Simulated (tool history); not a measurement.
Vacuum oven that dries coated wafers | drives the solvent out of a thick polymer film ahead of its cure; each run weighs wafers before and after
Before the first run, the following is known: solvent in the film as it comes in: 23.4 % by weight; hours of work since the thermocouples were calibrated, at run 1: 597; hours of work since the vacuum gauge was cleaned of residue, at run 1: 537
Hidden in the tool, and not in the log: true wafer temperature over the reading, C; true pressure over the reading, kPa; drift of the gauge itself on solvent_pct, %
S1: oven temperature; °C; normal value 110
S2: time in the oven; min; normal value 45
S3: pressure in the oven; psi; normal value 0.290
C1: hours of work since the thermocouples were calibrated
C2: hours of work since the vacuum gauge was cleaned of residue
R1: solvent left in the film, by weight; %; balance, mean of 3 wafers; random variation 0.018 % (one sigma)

| run | day | S1 | S2 | S3 | C1 | C2 | R1 |
|---|---|---|---|---|---|---|---|
| 1 | 0.000 | 110 | 45 | 0.290 | 597 | 537 | 2.51 |
| 2 | 1.296 | 110 | 45 | 0.290 | 613 | 554 | 2.49 |
| 3 | 2.375 | 110 | 45 | 0.290 | 627 | 567 | 2.51 |
| 4 | 3.200 | 119 | 45 | 0.290 | 637 | 577 | 0.68 |
|  | 3.829 | oven's thermocouples calibrated |
| 5 | 4.325 | 119 | 45 | 0.290 | 6 | 591 | 0.67 |
| 6 | 5.338 | 119 | 45 | 0.290 | 19 | 603 | 0.66 |
| 7 | 7.021 | 110 | 28 | 0.290 | 40 | 624 | 5.17 |
| 8 | 8.208 | 110 | 28 | 0.290 | 55 | 639 | 5.16 |
| 9 | 8.938 | 110 | 68 | 0.290 | 64 | 648 | 1.09 |
| 10 | 10.512 | 110 | 68 | 0.290 | 84 | 668 | 1.11 |
| 11 | 11.567 | 110 | 45 | 0.290 | 97 | 681 | 2.46 |
| 12 | 13.312 | 110 | 28 | 0.290 | 119 | 703 | 5.18 |
| 13 | 14.325 | 110 | 45 | 0.906 | 132 | 716 | 3.30 |
| 14 | 16.071 | 110 | 45 | 0.906 | 153 | 738 | 3.34 |
| 15 | 16.846 | 123 | 65 | 1.131 | 163 | 747 | 1.09 |
| 16 | 17.975 | 110 | 45 | 0.196 | 177 | 762 | 2.38 |
| 17 | 18.942 | 117 | 45 | 0.196 | 189 | 774 | 0.81 |
| 18 | 20.529 | 117 | 45 | 0.154 | 209 | 794 | 0.78 |
| 19 | 21.621 | 117 | 45 | 0.154 | 223 | 807 | 0.76 |
| 20 | 23.279 | 117 | 45 | 0.154 | 244 | 828 | 0.77 |
| 21 | 24.779 | 117 | 45 | 0.154 | 263 | 847 | 0.75 |
| 22 | 26.012 | 106 | 33 | 0.255 | 278 | 862 | 5.97 |
| 23 | 26.804 | 106 | 33 | 0.255 | 288 | 872 | 5.88 |
| 24 | 28.546 | 120 | 40 | 0.149 | 310 | 894 | 0.56 |
| 25 | 29.362 | 110 | 45 | 0.792 | 320 | 904 | 3.19 |
| 26 | 30.108 | 110 | 45 | 0.792 | 329 | 914 | 3.18 |
| 27 | 30.879 | 106 | 45 | 0.772 | 339 | 923 | 4.69 |

Hidden state at the last listed run before each entry between runs and at the first one after, where it differs:
From run 4 to run 5: oven's thermocouples calibrated (day 3.829)
  true wafer temperature over the reading, C: -0.03 -> 0.01
